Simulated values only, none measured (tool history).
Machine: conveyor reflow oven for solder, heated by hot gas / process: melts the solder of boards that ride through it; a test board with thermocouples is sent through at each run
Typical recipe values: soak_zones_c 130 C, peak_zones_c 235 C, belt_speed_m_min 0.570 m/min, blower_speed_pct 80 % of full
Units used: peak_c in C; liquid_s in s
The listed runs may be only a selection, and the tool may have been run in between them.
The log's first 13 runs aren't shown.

run	hour	soak_zones_c	peak_zones_c	belt_speed_m_min	blower_speed_pct	hours of work since the flux was cleaned out	hours of work since the belt drive was overhauled	hours of work since the thermocouples were changed	peak_c	liquid_s
14	606.7	130	235	0.570	80	76	584	192	217.8	53.2
# hour 617.1: belt drive overhauled, speed set with a stopwatch
15	655.7	130	235	0.570	80	108	27	224	217.8	53.7
16	693.7	130	235	0.570	87	135	54	251	218.5	54.6
17	735.4	130	235	0.570	87	164	84	280	218.9	54.3
18	779.1	133	235	0.675	81	195	115	311	211.8	40.8
19	830.3	133	235	0.675	81	231	151	347	211.4	40.5
# hour 849.9: belt drive overhauled, speed set with a stopwatch, once more
# hour 867.9: flux residue cleaned out of gas plates and filters
20	881.7	142	235	0.570	85	10	19	377	220.9	59.4
21	944.4	142	235	0.570	85	54	63	422	220.7	59.0
22	983.5	130	235	0.570	66	82	91	450	214.7	50.2
23	1049.9	130	235	0.629	57	129	138	497	208.2	38.6
24	1086.0	130	235	0.629	57	155	164	522	208.1	38.5
25	1119.2	127	226	0.482	59	178	187	546	209.9	54.6
26	1186.7	145	228	0.628	63	226	235	593	207.4	43.0
# hour 1230.1: flux residue cleaned out of gas plates and filters
27	1258.3	137	233	0.628	63	20	282	641	210.9	44.2
28	1294.3	137	233	0.628	63	45	308	666	210.6	43.8
29	1328.5	122	230	0.514	81	70	332	690	215.8	55.8
30	1363.0	122	230	0.514	81	94	356	715	215.8	55.8

4 ways to go on from here, each from the tool as it stands after run 30. What would each give?
A	1426.1	130	235	0.570	62	139	401	759	?	?
B	1426.1	133	235	0.516	80	139	401	759	?	?
C	1426.1	122	224	0.514	79	139	401	759	?	?
D	1426.1	118	242	0.570	59	139	401	759	?	?

run	peak_c	liquid_s
A	213.9	49.3
B	221.2	63.3
C	210.0	50.4
D	216.4	47.5
What these runs would have given with no unlogged condition in the tool:
run	peak_c	liquid_s
A	214.5	49.9
B	221.7	63.8
C	210.5	51.2
D	217.2	48.1
